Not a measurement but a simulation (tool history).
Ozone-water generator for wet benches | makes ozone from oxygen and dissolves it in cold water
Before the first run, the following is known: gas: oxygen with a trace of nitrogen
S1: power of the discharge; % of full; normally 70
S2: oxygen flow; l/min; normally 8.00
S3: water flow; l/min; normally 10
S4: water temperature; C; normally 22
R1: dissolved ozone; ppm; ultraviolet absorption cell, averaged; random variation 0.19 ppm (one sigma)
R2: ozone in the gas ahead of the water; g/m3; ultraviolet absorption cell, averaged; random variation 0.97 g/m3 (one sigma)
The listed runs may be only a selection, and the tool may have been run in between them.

run 1 hour=0.0 | S1=70 S2=8.00 S3=10 S4=22 | R1=23.9 R2=151.8
run 2 hour=46.5 | S1=70 S2=8.00 S3=10 S4=22 | R1=23.3 R2=152.7
run 3 hour=73.8 | S1=70 S2=13.37 S3=10 S4=22 | R1=21.8 R2=126.1
run 4 hour=130.7 | S1=70 S2=8.00 S3=10 S4=18 | R1=26.0 R2=151.7
run 5 hour=189.0 | S1=70 S2=8.00 S3=10 S4=18 | R1=25.6 R2=151.9
run 6 hour=228.1 | S1=70 S2=8.00 S3=10 S4=15 | R1=27.6 R2=152.1
run 7 hour=266.1 | S1=70 S2=8.00 S3=10 S4=22 | R1=23.5 R2=151.5
-- hour=281.9 contactor cleaned
run 8 hour=330.9 | S1=70 S2=8.00 S3=10 S4=18 | R1=26.1 R2=148.9
run 9 hour=363.2 | S1=70 S2=8.00 S3=10 S4=18 | R1=25.9 R2=149.9
run 10 hour=414.1 | S1=70 S2=8.00 S3=10 S4=18 | R1=26.1 R2=150.1
run 11 hour=444.5 | S1=70 S2=8.00 S3=10 S4=17 | R1=26.6 R2=149.4
run 12 hour=480.6 | S1=70 S2=5.76 S3=10 S4=17 | R1=27.0 R2=167.9
run 13 hour=536.4 | S1=70 S2=8.19 S3=10 S4=22 | R1=23.3 R2=147.9
run 14 hour=562.0 | S1=70 S2=13.10 S3=10 S4=22 | R1=21.7 R2=124.4
run 15 hour=614.4 | S1=70 S2=13.10 S3=10 S4=22 | R1=21.7 R2=124.4
run 16 hour=675.9 | S1=70 S2=13.10 S3=10 S4=22 | R1=21.4 R2=123.5
run 17 hour=720.6 | S1=91 S2=13.10 S3=7 S4=22 | R1=29.3 R2=149.4
run 18 hour=757.9 | S1=47 S2=13.10 S3=7 S4=22 | R1=17.6 R2=91.2
run 19 hour=783.2 | S1=81 S2=7.59 S3=14 S4=16 | R1=25.7 R2=168.2
run 20 hour=809.6 | S1=97 S2=8.00 S3=8 S4=17 | R1=36.3 R2=187.1
run 21 hour=850.0 | S1=42 S2=8.00 S3=8 S4=24 | R1=16.4 R2=100.1
run 22 hour=882.5 | S1=58 S2=7.14 S3=7 S4=24 | R1=22.3 R2=133.5
run 23 hour=931.5 | S1=70 S2=8.00 S3=8 S4=17 | R1=28.4 R2=147.3
run 24 hour=963.7 | S1=70 S2=8.00 S3=14 S4=22 | R1=19.9 R2=148.0
run 25 hour=992.6 | S1=50 S2=12.34 S3=14 S4=15 | R1=17.6 R2=97.3
run 26 hour=1044.4 | S1=70 S2=6.01 S3=16 S4=22 | R1=18.6 R2=164.6
run 27 hour=1087.6 | S1=93 S2=8.00 S3=10 S4=22 | R1=28.3 R2=179.5
run 28 hour=1119.5 | S1=93 S2=8.00 S3=10 S4=22 | R1=28.5 R2=179.9
run 29 hour=1149.2 | S1=66 S2=8.00 S3=10 S4=16 | R1=25.1 R2=138.8
run 30 hour=1205.2 | S1=66 S2=8.00 S3=10 S4=16 | R1=25.1 R2=139.8
run 31 hour=1253.9 | S1=66 S2=8.00 S3=10 S4=16 | R1=25.2 R2=138.0
run 32 hour=1303.0 | S1=70 S2=4.80 S3=10 S4=18 | R1=25.3 R2=175.8

3 options for the next run, each taken on its own from the tool as it stands now. Forecast them:
run A hour=1340.0 | S1=51 S2=4.80 S3=10 S4=18 | R1=? R2=?
run B hour=1340.0 | S1=46 S2=7.40 S3=7 S4=18 | R1=? R2=?
run C hour=1340.0 | S1=70 S2=5.36 S3=12 S4=17 | R1=? R2=?

run=A R1=19.9 R2=138.1
run=B R1=21.2 R2=109.4
run=C R1=23.4 R2=169.2
What these runs would have given with no unlogged condition in the tool:
run=A R1=22.5 R2=152.3
run=B R1=23.8 R2=119.5
run=C R1=27.4 R2=192.8
